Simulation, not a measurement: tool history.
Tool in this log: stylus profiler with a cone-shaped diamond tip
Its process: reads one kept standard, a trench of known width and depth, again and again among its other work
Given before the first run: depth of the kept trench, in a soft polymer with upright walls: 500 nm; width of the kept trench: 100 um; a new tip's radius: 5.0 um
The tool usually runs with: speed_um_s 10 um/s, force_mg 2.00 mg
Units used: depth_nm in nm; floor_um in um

run      day  speed_um_s  force_mg  depth_nm  floor_um
  1    0.000          10      2.00    502.97     95.59
  2    4.033          10      2.00    503.15     95.62
  3    6.562          10      2.03    503.17     95.56
  4   10.150          10      2.00    503.19     95.60
  5   14.617          10      2.00    502.95     95.63
  6   18.308          10      1.30    502.22     95.57
  7   22.808           5      1.30    502.29     95.67
  8   26.538           5      1.30    502.11     95.60
  9   31.283           5      1.30    502.19     95.56
 10   35.346           5      1.30    502.26     95.58
 11   37.812           5      1.30    502.23     95.61
 12   43.533          10      2.00    503.29     95.62
 13   49.046          10      2.00    503.08     95.60
 14   53.325          10      2.00    503.11     95.54
 15   56.588          10      2.00    503.25     95.64
 16   62.533          10      2.00    503.09     95.55
 17   65.292          10      2.00    503.11     95.55
 18   68.875          23      2.00    503.22     95.56
 19   74.283          10      2.00    503.26     95.58
      75.117  -- height scale calibrated on a step standard
 20   79.983          10      2.00    503.07     95.58
 21   83.025          10      5.69    506.20     95.58
 22   86.950          10      5.69    506.29     95.58
 23   90.367          10      2.67    503.71     95.63
 24   95.375          10      2.67    503.81     95.52
 25   99.775          10      2.67    503.65     95.61
 26  103.421          10      2.67    503.63     95.57
 27  107.688          10      2.67    503.73     95.55
 28  110.425           4      0.96    502.06     95.67
 29  115.112           4      0.96    501.88     95.58
 30  120.004           9      4.54    505.34     95.61
 31  123.958           9      4.54    505.47     95.58
 32  129.017           6      0.72    501.58     95.59
 33  131.562           2      4.22    505.02     95.62
 34  134.921          15      0.96    501.92     95.53
 35  140.750          22      1.02    502.02     95.49
 36  143.225          22      1.02    501.77     95.50
 37  146.225          22      1.02    501.83     95.52
     147.033  -- new tip fitted, height scale calibrated
 38  151.396          22      1.02    501.91     95.58
 39  155.429          22      1.02    501.97     95.61
 40  158.304          22      1.02    501.84     95.60

For run 41, what comes out?
 41  161.404           3      1.59         ?         ?

{"run 41": {"depth_nm": 502.24, "floor_um": 95.62}}
The same run, on a tool lacking any hidden state, would have yielded depth_nm 502.25 nm, floor_um 95.63 um.
